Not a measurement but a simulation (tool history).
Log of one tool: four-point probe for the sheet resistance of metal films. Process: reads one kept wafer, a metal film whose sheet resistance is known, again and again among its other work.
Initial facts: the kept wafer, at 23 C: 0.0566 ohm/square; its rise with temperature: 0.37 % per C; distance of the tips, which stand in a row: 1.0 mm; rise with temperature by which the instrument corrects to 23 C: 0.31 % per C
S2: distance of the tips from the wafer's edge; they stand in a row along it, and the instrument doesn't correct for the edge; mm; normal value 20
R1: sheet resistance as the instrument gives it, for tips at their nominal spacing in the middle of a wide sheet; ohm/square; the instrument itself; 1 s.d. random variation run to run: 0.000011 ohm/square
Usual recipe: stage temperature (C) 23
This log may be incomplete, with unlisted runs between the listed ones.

{"run": 1, "hour": 0.0, "stage temperature (C)": 23, "S2": 20, "R1": 0.056629}
{"run": 2, "hour": 26.1, "stage temperature (C)": 23, "S2": 20, "R1": 0.05663}
{"run": 3, "hour": 88.2, "stage temperature (C)": 21, "S2": 20, "R1": 0.056567}
{"run": 4, "hour": 140.1, "stage temperature (C)": 21, "S2": 20, "R1": 0.056574}
{"run": 5, "hour": 189.6, "stage temperature (C)": 19, "S2": 20, "R1": 0.056485}
{"run": 6, "hour": 242.3, "stage temperature (C)": 19, "S2": 20, "R1": 0.056473}
{"run": 7, "hour": 304.2, "stage temperature (C)": 19, "S2": 20, "R1": 0.056472}
{"run": 8, "hour": 365.6, "stage temperature (C)": 23, "S2": 20, "R1": 0.0566}
{"run": 9, "hour": 420.9, "stage temperature (C)": 23, "S2": 20, "R1": 0.056584}
{"run": 10, "hour": 470.7, "stage temperature (C)": 23, "S2": 37, "R1": 0.056553}
{"run": 11, "hour": 512.0, "stage temperature (C)": 23, "S2": 20, "R1": 0.056596}
{"run": 12, "hour": 568.9, "stage temperature (C)": 23, "S2": 20, "R1": 0.056579}
{"run": 13, "hour": 608.5, "stage temperature (C)": 23, "S2": 20, "R1": 0.056581}
{"run": 14, "hour": 640.8, "stage temperature (C)": 23, "S2": 20, "R1": 0.056567}
{"run": 15, "hour": 687.7, "stage temperature (C)": 23, "S2": 20, "R1": 0.056558}
{"run": 16, "hour": 737.5, "stage temperature (C)": 23, "S2": 20, "R1": 0.05658}
{"run": 17, "hour": 766.5, "stage temperature (C)": 23, "S2": 20, "R1": 0.056557}
{"run": 18, "hour": 815.5, "stage temperature (C)": 23, "S2": 20, "R1": 0.056558}
{"hour": 819.5, "done": "stage's thermometer calibrated"}
{"run": 19, "hour": 868.6, "stage temperature (C)": 31, "S2": 4, "R1": 0.05856}
{"run": 20, "hour": 906.8, "stage temperature (C)": 21, "S2": 10, "R1": 0.056649}
{"run": 21, "hour": 954.3, "stage temperature (C)": 30, "S2": 3, "R1": 0.059851}
{"run": 22, "hour": 986.5, "stage temperature (C)": 30, "S2": 30, "R1": 0.056683}
{"run": 23, "hour": 1045.2, "stage temperature (C)": 30, "S2": 30, "R1": 0.05669}
{"run": 24, "hour": 1105.7, "stage temperature (C)": 18, "S2": 20, "R1": 0.05629}
{"run": 25, "hour": 1165.4, "stage temperature (C)": 25, "S2": 5, "R1": 0.057646}
{"hour": 1177.0, "done": "stage's thermometer calibrated, once more"}
{"run": 26, "hour": 1215.2, "stage temperature (C)": 22, "S2": 46, "R1": 0.056497}
{"run": 27, "hour": 1258.2, "stage temperature (C)": 22, "S2": 46, "R1": 0.056506}
{"run": 28, "hour": 1302.3, "stage temperature (C)": 19, "S2": 28, "R1": 0.056436}
{"run": 29, "hour": 1348.5, "stage temperature (C)": 34, "S2": 12, "R1": 0.057108}
{"run": 30, "hour": 1409.5, "stage temperature (C)": 24, "S2": 63, "R1": 0.056565}
{"run": 31, "hour": 1454.4, "stage temperature (C)": 30, "S2": 3, "R1": 0.059928}
{"run": 32, "hour": 1510.5, "stage temperature (C)": 30, "S2": 3, "R1": 0.059931}
{"run": 33, "hour": 1557.8, "stage temperature (C)": 30, "S2": 3, "R1": 0.059901}
{"run": 34, "hour": 1622.1, "stage temperature (C)": 23, "S2": 14, "R1": 0.056645}
{"run": 35, "hour": 1686.7, "stage temperature (C)": 22, "S2": 31, "R1": 0.056475}
{"run": 36, "hour": 1726.9, "stage temperature (C)": 22, "S2": 31, "R1": 0.056488}

Run by run, hidden condition taken away, random variation retained:
What the log doesn't record here: inner tips' distance over the nominal, %; tips' flats over new ones', %; wafer's true temperature over the reading, C; drift of the gauge itself on sheet_ohm, %.
run=1 R1=0.056661
run=2 R1=0.056666
run=3 R1=0.056610
run=4 R1=0.056623
run=5 R1=0.056539
run=6 R1=0.056533
run=7 R1=0.056538
run=8 R1=0.056671
run=9 R1=0.056661
run=10 R1=0.056635
run=11 R1=0.056684
run=12 R1=0.056672
run=13 R1=0.056679
run=14 R1=0.056668
run=15 R1=0.056665
run=16 R1=0.056692
run=17 R1=0.056672
run=18 R1=0.056678
run=19 R1=0.058738
run=20 R1=0.056830
run=21 R1=0.060043
run=22 R1=0.056869
run=23 R1=0.056882
run=24 R1=0.056494
run=25 R1=0.057858
run=26 R1=0.056568
run=27 R1=0.056581
run=28 R1=0.056516
run=29 R1=0.057193
run=30 R1=0.056656
run=31 R1=0.060030
run=32 R1=0.060039
run=33 R1=0.060015
run=34 R1=0.056760
run=35 R1=0.056596
run=36 R1=0.056613

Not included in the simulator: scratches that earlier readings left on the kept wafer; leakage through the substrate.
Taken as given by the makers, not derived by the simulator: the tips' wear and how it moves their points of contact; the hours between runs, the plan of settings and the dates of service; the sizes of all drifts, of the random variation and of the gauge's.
